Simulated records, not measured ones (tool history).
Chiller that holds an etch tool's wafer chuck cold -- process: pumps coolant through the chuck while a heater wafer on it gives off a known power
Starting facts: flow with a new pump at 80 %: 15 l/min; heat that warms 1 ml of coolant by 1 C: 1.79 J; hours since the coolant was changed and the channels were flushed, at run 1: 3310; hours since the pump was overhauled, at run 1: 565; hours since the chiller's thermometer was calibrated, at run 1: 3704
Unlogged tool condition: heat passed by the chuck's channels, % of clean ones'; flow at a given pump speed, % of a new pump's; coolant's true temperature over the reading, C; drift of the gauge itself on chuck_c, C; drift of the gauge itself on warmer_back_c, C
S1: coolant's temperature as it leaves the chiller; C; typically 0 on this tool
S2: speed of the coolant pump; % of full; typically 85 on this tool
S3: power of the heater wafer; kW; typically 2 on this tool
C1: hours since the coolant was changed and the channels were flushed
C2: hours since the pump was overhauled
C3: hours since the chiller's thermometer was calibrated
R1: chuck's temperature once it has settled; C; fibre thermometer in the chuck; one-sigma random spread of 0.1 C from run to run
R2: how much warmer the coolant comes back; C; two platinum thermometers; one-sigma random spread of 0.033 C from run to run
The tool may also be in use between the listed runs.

{"run": 1, "hour": 0.0, "S1": 0, "S2": 85, "S3": 2, "C1": 3310, "C2": 565, "C3": 3704, "R1": 22, "R2": 4.18}
{"run": 2, "hour": 100.3, "S1": 0, "S2": 85, "S3": 2, "C1": 3410, "C2": 665, "C3": 3804, "R1": 21.9, "R2": 4.2}
{"run": 3, "hour": 183.6, "S1": 0, "S2": 85, "S3": 2, "C1": 3493, "C2": 748, "C3": 3887, "R1": 22, "R2": 4.21}
{"run": 4, "hour": 266.2, "S1": 0, "S2": 85, "S3": 2, "C1": 3576, "C2": 831, "C3": 3970, "R1": 22.2, "R2": 4.22}
{"run": 5, "hour": 386.5, "S1": 0, "S2": 85, "S3": 2, "C1": 3696, "C2": 951, "C3": 4090, "R1": 22, "R2": 4.18}
{"run": 6, "hour": 465.3, "S1": 0, "S2": 85, "S3": 2, "C1": 3775, "C2": 1030, "C3": 4169, "R1": 21.8, "R2": 4.2}
{"run": 7, "hour": 587.8, "S1": -5, "S2": 85, "S3": 1.112, "C1": 3897, "C2": 1152, "C3": 4291, "R1": 7.2, "R2": 2.34}
{"run": 8, "hour": 698.1, "S1": -5, "S2": 85, "S3": 1.112, "C1": 4008, "C2": 1263, "C3": 4402, "R1": 7.3, "R2": 2.32}
{"run": 9, "hour": 843.5, "S1": 2, "S2": 84, "S3": 2, "C1": 4153, "C2": 1408, "C3": 4547, "R1": 24.1, "R2": 4.29}

For run 10, what comes out?
{"run": 10, "hour": 916.2, "S1": 2, "S2": 63, "S3": 1.468, "C1": 4226, "C2": 1481, "C3": 4620, "R1": "?", "R2": "?"}

R1: 23 C
R2: 4.25 C
The same run, on a tool lacking any hidden state, would have yielded R1 23 C, R2 4.25 C.
